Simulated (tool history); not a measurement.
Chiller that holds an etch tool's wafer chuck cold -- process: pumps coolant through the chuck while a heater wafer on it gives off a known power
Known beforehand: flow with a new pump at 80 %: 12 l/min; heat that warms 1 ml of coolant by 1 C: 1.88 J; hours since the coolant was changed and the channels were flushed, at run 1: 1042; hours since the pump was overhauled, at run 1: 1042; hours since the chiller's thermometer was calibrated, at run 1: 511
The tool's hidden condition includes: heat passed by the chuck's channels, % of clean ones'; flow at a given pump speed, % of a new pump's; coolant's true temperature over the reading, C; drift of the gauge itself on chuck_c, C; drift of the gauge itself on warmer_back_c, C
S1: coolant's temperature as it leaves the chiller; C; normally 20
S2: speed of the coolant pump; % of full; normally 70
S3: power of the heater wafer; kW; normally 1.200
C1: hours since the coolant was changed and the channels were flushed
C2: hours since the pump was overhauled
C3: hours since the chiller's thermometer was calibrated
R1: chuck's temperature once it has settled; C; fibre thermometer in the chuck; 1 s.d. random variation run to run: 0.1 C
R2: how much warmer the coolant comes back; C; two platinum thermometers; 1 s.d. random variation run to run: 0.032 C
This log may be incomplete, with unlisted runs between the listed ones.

| run | hour | S1 | S2 | S3 | C1 | C2 | C3 | R1 | R2 |
|---|---|---|---|---|---|---|---|---|---|
| 1 | 0.0 | 20 | 70 | 1.200 | 1042 | 1042 | 511 | 29.5 | 3.73 |
| 2 | 131.3 | 15 | 70 | 1.200 | 1173 | 1173 | 642 | 24.8 | 3.88 |
| 3 | 251.2 | 20 | 70 | 0.780 | 1293 | 1293 | 762 | 26.4 | 2.54 |
| 4 | 364.3 | 20 | 70 | 0.780 | 1406 | 1406 | 875 | 26.6 | 2.51 |
| 5 | 472.5 | 20 | 70 | 0.780 | 1514 | 1514 | 983 | 26.5 | 2.55 |
| 6 | 592.9 | 20 | 70 | 0.780 | 1634 | 1634 | 1104 | 27.0 | 2.58 |
| 7 | 660.6 | 20 | 70 | 0.780 | 1702 | 1702 | 1172 | 26.8 | 2.54 |
| 8 | 742.0 | 20 | 70 | 0.780 | 1784 | 1784 | 1253 | 26.9 | 2.58 |
| 9 | 855.4 | 20 | 70 | 0.780 | 1897 | 1897 | 1366 | 27.0 | 2.64 |
| 10 | 946.9 | 20 | 70 | 1.200 | 1988 | 1988 | 1458 | 30.4 | 4.05 |
| 11 | 1064.9 | 20 | 83 | 1.200 | 2106 | 2106 | 1576 | 29.2 | 3.31 |
| 12 | 1188.6 | 20 | 83 | 1.200 | 2230 | 2230 | 1700 | 29.4 | 3.32 |
| 13 | 1282.2 | 20 | 83 | 1.200 | 2324 | 2324 | 1793 | 29.7 | 3.33 |
| 14 | 1407.1 | 20 | 83 | 1.200 | 2449 | 2449 | 1918 | 29.4 | 3.39 |
| 15 | 1470.8 | 20 | 83 | 1.200 | 2512 | 2512 | 1982 | 29.5 | 3.35 |
| 16 | 1565.2 | 14 | 70 | 1.200 | 2607 | 2607 | 2076 | 25.3 | 4.08 |
| 17 | 1677.2 | 14 | 70 | 0.971 | 2719 | 2719 | 2188 | 23.3 | 3.30 |
|  | 1688.3 | chiller's thermometer calibrated |
| 18 | 1796.8 | 14 | 70 | 0.971 | 2837 | 2837 | 108 | 23.6 | 3.28 |
| 19 | 1916.4 | 12 | 98 | 1.421 | 2957 | 2957 | 228 | 22.4 | 3.39 |
| 20 | 2047.2 | 20 | 92 | 0.776 | 3088 | 3088 | 359 | 26.6 | 2.01 |
| 21 | 2153.0 | 27 | 92 | 1.756 | 3193 | 3193 | 465 | 40.5 | 4.52 |
|  | 2263.1 | chiller's thermometer calibrated, once more |
| 22 | 2285.3 | 27 | 92 | 1.756 | 3325 | 3325 | 22 | 39.7 | 4.55 |
| 23 | 2353.4 | 10 | 74 | 0.730 | 3393 | 3393 | 90 | 16.6 | 2.44 |
| 24 | 2448.5 | 11 | 83 | 0.697 | 3488 | 3488 | 185 | 16.6 | 2.07 |
| 25 | 2527.2 | 17 | 70 | 1.529 | 3567 | 3567 | 264 | 31.4 | 5.37 |
| 26 | 2589.1 | 17 | 70 | 1.529 | 3629 | 3629 | 326 | 31.6 | 5.43 |
| 27 | 2696.5 | 17 | 70 | 1.529 | 3736 | 3736 | 433 | 31.6 | 5.41 |
| 28 | 2782.6 | 18 | 77 | 0.857 | 3822 | 3822 | 520 | 25.6 | 2.78 |
| 29 | 2859.3 | 20 | 70 | 0.766 | 3899 | 3899 | 596 | 27.5 | 2.73 |
|  | 2899.1 | coolant changed, channels flushed |
| 30 | 2962.6 | 20 | 99 | 1.200 | 64 | 3996 | 694 | 27.6 | 2.94 |
|  | 2979.3 | coolant pump overhauled |
| 31 | 3085.2 | 10 | 61 | 1.200 | 181 | 106 | 811 | 20.4 | 4.29 |

3 options for the next run, each taken on its own from the tool as it stands now. Forecast them:
| A | 3148.8 | 26 | 78 | 1.200 | 245 | 170 | 875 | ? | ? |
| B | 3148.8 | 21 | 67 | 0.612 | 245 | 170 | 875 | ? | ? |
| C | 3148.8 | 25 | 97 | 1.200 | 245 | 170 | 875 | ? | ? |

| run | R1 | R2 |
|---|---|---|
| A | 34.3 | 3.30 |
| B | 26.2 | 1.95 |
| C | 31.9 | 2.59 |
What these runs would have given with no unlogged condition in the tool:
| run | R1 | R2 |
|---|---|---|
| A | 34.0 | 3.30 |
| B | 25.8 | 1.95 |
| C | 31.6 | 2.60 |
